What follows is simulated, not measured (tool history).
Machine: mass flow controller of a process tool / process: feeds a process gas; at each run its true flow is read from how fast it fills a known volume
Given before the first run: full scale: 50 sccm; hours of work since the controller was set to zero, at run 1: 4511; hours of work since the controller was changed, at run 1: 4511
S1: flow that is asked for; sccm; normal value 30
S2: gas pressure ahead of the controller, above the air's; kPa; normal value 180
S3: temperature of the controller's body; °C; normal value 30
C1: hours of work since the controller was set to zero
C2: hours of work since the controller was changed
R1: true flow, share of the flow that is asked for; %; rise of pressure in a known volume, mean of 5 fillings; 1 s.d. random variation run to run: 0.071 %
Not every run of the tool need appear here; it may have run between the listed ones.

| run | hour | S1 | S2 | S3 | C1 | C2 | R1 |
|---|---|---|---|---|---|---|---|
| 1 | 0.0 | 30 | 180 | 30 | 4511 | 4511 | 100.08 |
| 2 | 134.7 | 30 | 180 | 30 | 4598 | 4598 | 99.98 |
| 3 | 392.1 | 30 | 180 | 30 | 4764 | 4764 | 99.95 |
| 4 | 646.5 | 30 | 180 | 30 | 4928 | 4928 | 99.84 |
| 5 | 887.3 | 30 | 180 | 30 | 5084 | 5084 | 99.73 |
| 6 | 1035.2 | 30 | 180 | 30 | 5180 | 5180 | 99.78 |
| 7 | 1324.8 | 30 | 180 | 30 | 5367 | 5367 | 99.54 |
| 8 | 1450.2 | 30 | 180 | 30 | 5448 | 5448 | 99.59 |
| 9 | 1691.7 | 30 | 180 | 30 | 5604 | 5604 | 99.45 |
| 10 | 1954.5 | 30 | 170 | 30 | 5774 | 5774 | 99.45 |
| 11 | 2221.8 | 30 | 170 | 30 | 5947 | 5947 | 99.46 |
| 12 | 2507.1 | 30 | 170 | 30 | 6131 | 6131 | 99.28 |
| 13 | 2739.7 | 30 | 180 | 25 | 6282 | 6282 | 98.84 |
|  | 2968.6 | controller's zero set anew |
| 14 | 3040.9 | 30 | 180 | 25 | 47 | 6476 | 98.83 |
| 15 | 3340.1 | 30 | 180 | 25 | 240 | 6670 | 98.73 |
| 16 | 3529.6 | 30 | 180 | 25 | 363 | 6792 | 98.48 |
| 17 | 3828.3 | 30 | 180 | 25 | 556 | 6985 | 98.46 |
| 18 | 4086.5 | 30 | 180 | 25 | 723 | 7152 | 98.46 |
| 19 | 4357.8 | 30 | 180 | 25 | 898 | 7327 | 98.38 |
| 20 | 4539.9 | 30 | 180 | 25 | 1016 | 7445 | 98.18 |
| 21 | 4698.8 | 30 | 180 | 25 | 1119 | 7548 | 98.16 |
| 22 | 4975.8 | 30 | 151 | 25 | 1298 | 7727 | 98.24 |
| 23 | 5242.1 | 30 | 189 | 30 | 1470 | 7899 | 98.42 |
| 24 | 5454.2 | 30 | 189 | 30 | 1607 | 8036 | 98.42 |
| 25 | 5583.4 | 9 | 180 | 40 | 1690 | 8120 | 98.42 |
| 26 | 5735.8 | 13 | 180 | 30 | 1789 | 8218 | 97.81 |
| 27 | 5935.9 | 5 | 151 | 20 | 1918 | 8348 | 97.25 |
| 28 | 6118.6 | 21 | 151 | 29 | 2036 | 8466 | 97.94 |
| 29 | 6385.2 | 21 | 151 | 29 | 2209 | 8638 | 97.88 |
| 30 | 6527.4 | 21 | 234 | 38 | 2301 | 8730 | 98.22 |
| 31 | 6791.3 | 6 | 247 | 38 | 2471 | 8901 | 97.82 |
| 32 | 6937.2 | 6 | 240 | 40 | 2566 | 8995 | 98.00 |
| 33 | 7102.6 | 25 | 242 | 33 | 2673 | 9102 | 97.71 |
|  | 7189.5 | controller exchanged for a calibrated one |
| 34 | 7251.9 | 5 | 280 | 35 | 40 | 40 | 97.26 |
| 35 | 7500.5 | 5 | 280 | 35 | 201 | 201 | 97.32 |
| 36 | 7749.0 | 5 | 163 | 35 | 362 | 362 | 97.51 |
| 37 | 7889.9 | 21 | 235 | 36 | 453 | 453 | 97.71 |
| 38 | 8072.4 | 21 | 235 | 38 | 571 | 571 | 97.61 |
| 39 | 8368.3 | 24 | 247 | 33 | 762 | 762 | 97.28 |
| 40 | 8527.8 | 6 | 199 | 32 | 865 | 865 | 97.05 |

Across each entry between runs, compare the hidden state at the last listed run before it with the hidden state at the first listed run after it:
From run 13 to run 14: controller's zero set anew (hour 2968.6)
  flow at rest that the sensor doesn't see, % of full scale: 0.004 -> 0; drift of the gauge itself on true_pct, %: -0.85 -> -0.95
  measured minus no-state result, R1: -0.84 -> -0.94 %
From run 33 to run 34: controller exchanged for a calibrated one (hour 7189.5)
  flow at rest that the sensor doesn't see, % of full scale: 0.002 -> 0; drift of the gauge itself on true_pct, %: -2.21 -> -2.26
  measured minus no-state result, R1: -2.20 -> -2.24 %
